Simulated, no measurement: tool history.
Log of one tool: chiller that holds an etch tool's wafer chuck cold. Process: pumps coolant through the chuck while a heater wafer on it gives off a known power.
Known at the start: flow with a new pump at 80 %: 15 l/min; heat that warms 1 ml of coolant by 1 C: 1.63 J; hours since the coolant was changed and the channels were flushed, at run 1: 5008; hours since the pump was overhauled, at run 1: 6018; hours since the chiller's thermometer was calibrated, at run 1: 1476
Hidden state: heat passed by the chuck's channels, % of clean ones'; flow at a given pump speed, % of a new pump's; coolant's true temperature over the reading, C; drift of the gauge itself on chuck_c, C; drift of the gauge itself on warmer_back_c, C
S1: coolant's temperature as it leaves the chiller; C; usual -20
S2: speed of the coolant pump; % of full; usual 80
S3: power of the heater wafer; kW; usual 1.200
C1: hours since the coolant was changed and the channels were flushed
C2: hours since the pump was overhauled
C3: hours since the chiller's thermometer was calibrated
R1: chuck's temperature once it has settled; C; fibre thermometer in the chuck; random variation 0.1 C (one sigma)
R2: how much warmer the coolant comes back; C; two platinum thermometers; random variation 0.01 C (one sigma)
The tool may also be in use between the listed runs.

Run 1, hour 0.0: usual settings; C1 5008; C2 6018; C3 1476. Result: R1 -5.9 C, R2 3.07 C.
Run 2, hour 85.1: usual settings; C1 5093; C2 6103; C3 1562. Result: R1 -5.6 C, R2 3.10 C.
Run 3, hour 178.0: usual settings; C1 5186; C2 6196; C3 1654. Result: R1 -5.7 C, R2 3.09 C.
Run 4, hour 269.8: usual settings but S1 -14 C; C1 5277; C2 6288; C3 1746. Result: R1 0.5 C, R2 3.09 C.
Run 5, hour 359.4: usual settings but S1 -14 C; C1 5367; C2 6377; C3 1836. Result: R1 0.5 C, R2 3.11 C.
Run 6, hour 439.1: usual settings but S1 -14 C; C1 5447; C2 6457; C3 1916. Result: R1 0.5 C, R2 3.11 C.
Run 7, hour 529.0: usual settings; C1 5537; C2 6547; C3 2005. Result: R1 -5.4 C, R2 3.12 C.
Run 8, hour 643.6: usual settings but S3 1.533 kW; C1 5651; C2 6662; C3 2120. Result: R1 -1.2 C, R2 3.99 C.
Run 9, hour 739.4: usual settings; C1 5747; C2 6757; C3 2216. Result: R1 -5.2 C, R2 3.12 C.
Run 10, hour 840.2: usual settings; C1 5848; C2 6858; C3 2317. Result: R1 -5.2 C, R2 3.13 C.
Run 11, hour 925.2: usual settings; C1 5933; C2 6943; C3 2402. Result: R1 -5.0 C, R2 3.13 C.
Run 12, hour 1028.3: usual settings; C1 6036; C2 7046; C3 2505. Result: R1 -4.9 C, R2 3.13 C.
Run 13, hour 1134.9: usual settings but S1 -29 C, S3 1.748 kW; C1 6143; C2 7153; C3 2611. Result: R1 -7.2 C, R2 4.56 C.
At hour 1235.6: coolant pump overhauled.
Run 14, hour 1242.3: usual settings but S2 85 % of full, S3 1.040 kW; C1 6245; C2 7; C3 2714. Result: R1 -8.1 C, R2 2.36 C.
Run 15, hour 1305.3: usual settings but S1 -30 C, S2 92 % of full, S3 0.711 kW; C1 6308; C2 70; C3 2777. Result: R1 -22.3 C, R2 1.49 C.
Run 16, hour 1414.5: usual settings but S2 81 % of full, S3 1.189 kW; C1 6417; C2 179; C3 2886. Result: R1 -5.7 C, R2 2.86 C.
Run 17, hour 1505.8: usual settings but S1 -25 C, S2 100 % of full; C1 6508; C2 270; C3 2977. Result: R1 -12.8 C, R2 2.26 C.
Run 18, hour 1579.2: usual settings but S1 -10 C, S3 0.653 kW; C1 6582; C2 344; C3 3051. Result: R1 -1.9 C, R2 1.58 C.
Run 19, hour 1655.9: usual settings but S2 71 % of full; C1 6659; C2 420; C3 3127. Result: R1 -3.9 C, R2 3.35 C.
Run 20, hour 1749.3: usual settings but S2 71 % of full; C1 6752; C2 514; C3 3221. Result: R1 -3.9 C, R2 3.35 C.
Run 21, hour 1873.3: usual settings but S2 71 % of full; C1 6876; C2 638; C3 3345. Result: R1 -3.7 C, R2 3.37 C.

4 ways to go on from here, each from the tool as it stands after run 21. What would each give?
Run A, hour 1953.0: usual settings but S1 -12 C, S2 71 % of full, S3 0.715 kW; C1 6956; C2 717; C3 3424. Result: R1 ?, R2 ?.
Run B, hour 1953.0: usual settings but S2 71 % of full, S3 1.131 kW; C1 6956; C2 717; C3 3424. Result: R1 ?, R2 ?.
Run C, hour 1953.0: usual settings but S3 0.798 kW; C1 6956; C2 717; C3 3424. Result: R1 ?, R2 ?.
Run D, hour 1953.0: usual settings but S1 -21 C, S3 1.111 kW; C1 6956; C2 717; C3 3424. Result: R1 ?, R2 ?.

run     R1    R2
  A   -2.2  2.03
  B   -4.5  3.17
  C  -10.0  1.97
  D   -7.2  2.70
Without the tool's hidden state the same runs would have given:
run     R1    R2
  A   -4.3  2.03
  B   -7.4  3.16
  C  -12.1  1.97
  D   -9.9  2.70
